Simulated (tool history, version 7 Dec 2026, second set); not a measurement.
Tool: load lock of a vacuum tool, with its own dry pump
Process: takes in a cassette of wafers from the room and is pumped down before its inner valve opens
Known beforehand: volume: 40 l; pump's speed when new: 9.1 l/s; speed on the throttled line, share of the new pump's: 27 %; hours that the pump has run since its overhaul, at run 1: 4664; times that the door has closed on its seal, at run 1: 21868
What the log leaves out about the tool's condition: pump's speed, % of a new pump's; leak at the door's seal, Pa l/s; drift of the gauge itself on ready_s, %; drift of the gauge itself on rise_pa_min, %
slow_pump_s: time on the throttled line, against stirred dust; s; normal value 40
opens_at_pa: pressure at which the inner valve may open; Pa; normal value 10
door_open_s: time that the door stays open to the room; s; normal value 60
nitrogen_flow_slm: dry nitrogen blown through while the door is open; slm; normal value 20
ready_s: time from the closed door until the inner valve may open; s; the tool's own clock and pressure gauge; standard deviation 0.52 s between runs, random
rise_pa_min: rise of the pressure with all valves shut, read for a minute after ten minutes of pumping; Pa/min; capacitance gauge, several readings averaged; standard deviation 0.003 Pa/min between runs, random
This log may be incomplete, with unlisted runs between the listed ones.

run	hour	slow_pump_s	opens_at_pa	door_open_s	nitrogen_flow_slm	hours that the pump has run since its overhaul	times that the door has closed on its seal	incoming humidity of the room's air, %	ready_s	rise_pa_min
1	0.0	40	10	60	20	4664	21868	46.2	71.0	0.177
2	192.2	20	10	60	20	4857	22345	43.7	56.7	0.171
3	474.6	20	10	60	20	5139	23044	46.9	57.0	0.191
4	920.8	40	10	60	20	5585	24149	46.3	71.0	0.200
5	1221.7	40	10	27	20	5886	24894	47.0	71.7	0.172
6	1657.4	33	10	60	15	6322	25973	45.7	66.4	0.211
7	1957.8	33	10	29	19	6622	26717	43.1	66.7	0.199

Forecast run 8:
8	2319.9	40	7	178	20	6984	27614	46.9	?	?

ready_s: 73.9 s
rise_pa_min: 0.300 Pa/min
On a tool with no hidden condition, and with the same random variation, this run would have come out at ready_s 72.2 s, rise_pa_min 0.130 Pa/min.
